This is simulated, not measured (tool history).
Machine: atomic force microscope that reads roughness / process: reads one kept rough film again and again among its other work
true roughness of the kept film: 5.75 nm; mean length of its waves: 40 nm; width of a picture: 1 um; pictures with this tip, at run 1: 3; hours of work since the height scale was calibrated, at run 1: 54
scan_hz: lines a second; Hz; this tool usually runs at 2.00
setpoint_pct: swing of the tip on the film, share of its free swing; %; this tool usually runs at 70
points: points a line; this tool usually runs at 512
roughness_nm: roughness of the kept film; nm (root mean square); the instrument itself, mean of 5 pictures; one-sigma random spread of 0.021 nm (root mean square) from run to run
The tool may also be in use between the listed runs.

run	hour	scan_hz	setpoint_pct	points	pictures with this tip	hours of work since the height scale was calibrated	roughness_nm
1	0.0	2.00	70	512	3	54	5.072
2	13.1	2.00	70	402	21	61	5.042
3	27.7	2.00	69	512	42	68	5.058
4	40.7	2.00	69	512	60	75	5.033
5	48.6	2.00	70	512	71	79	5.028
6	56.8	2.00	70	512	83	83	5.038
7	67.7	2.00	70	512	98	88	5.024
8	82.6	2.00	70	512	119	96	5.048
9	94.3	2.00	70	512	135	102	5.016
10	105.2	2.00	70	512	151	107	5.021
11	114.2	2.00	59	512	164	112	5.177
12	126.3	2.00	59	512	181	118	5.137
13	135.9	2.00	59	512	194	123	5.178
14	152.6	2.00	59	512	218	131	5.181
15	166.4	2.00	59	512	237	138	5.160
16	182.4	1.97	70	512	260	146	5.077
17	194.8	1.97	70	512	277	152	5.066
18	211.0	1.65	70	512	300	161	5.055
19	224.0	1.65	70	512	318	167	5.115
# hour 231.3: new tip fitted
20	233.6	1.65	86	512	3	172	4.776
21	245.7	1.65	86	512	20	178	4.792
22	254.6	1.65	86	512	33	182	4.796
23	262.4	2.00	70	555	44	186	5.035
24	272.9	2.00	70	555	58	191	5.070
25	289.5	2.00	70	555	82	200	5.059
26	303.6	2.00	70	555	102	207	5.043
27	317.2	1.80	70	512	121	214	5.067
28	327.0	1.80	70	512	135	219	5.111
29	341.8	3.48	85	514	156	226	4.303
30	351.9	0.60	60	313	170	231	5.289
31	358.8	0.60	60	313	180	235	5.283
32	374.6	0.60	60	313	202	243	5.267
33	388.0	3.18	78	505	221	249	4.654
34	398.1	3.18	78	505	235	254	4.621
35	412.2	3.18	56	509	255	262	5.092
36	425.9	3.18	61	509	274	268	5.068
37	436.1	3.18	61	509	289	274	5.039
38	451.3	3.18	61	509	310	281	5.079
39	459.9	3.18	61	509	322	286	5.054
# hour 464.5: new tip fitted
40	474.4	3.18	61	509	14	293	5.059
41	481.3	0.53	72	439	24	296	5.273
42	495.6	0.53	72	439	44	303	5.267
43	506.9	1.67	79	512	60	309	4.948
44	517.8	1.67	79	512	75	314	4.963
45	528.1	1.67	79	512	89	320	4.907
46	538.7	3.34	75	362	104	325	4.704
47	546.8	1.11	88	382	116	329	4.917
48	563.5	1.11	88	382	139	337	4.973
49	580.1	2.00	56	935	163	346	5.220
50	588.0	2.00	56	424	174	350	5.199
51	604.0	2.02	74	492	196	358	4.996
52	613.2	2.02	74	492	209	362	4.967
53	623.2	0.51	56	492	223	367	5.308
54	630.7	1.14	79	492	234	371	5.057
55	639.9	0.56	70	541	247	376	5.256

Here are 3 independent what-if runs from the current tool condition. What would each one return?
A	649.7	0.87	57	806	261	381	?
B	649.7	0.56	58	340	261	381	?
C	649.7	0.64	62	391	261	381	?

run	roughness_nm
A	5.264
B	5.275
C	5.283
With no hidden state in the tool, these same runs would have given:
run	roughness_nm
A	5.273
B	5.284
C	5.291
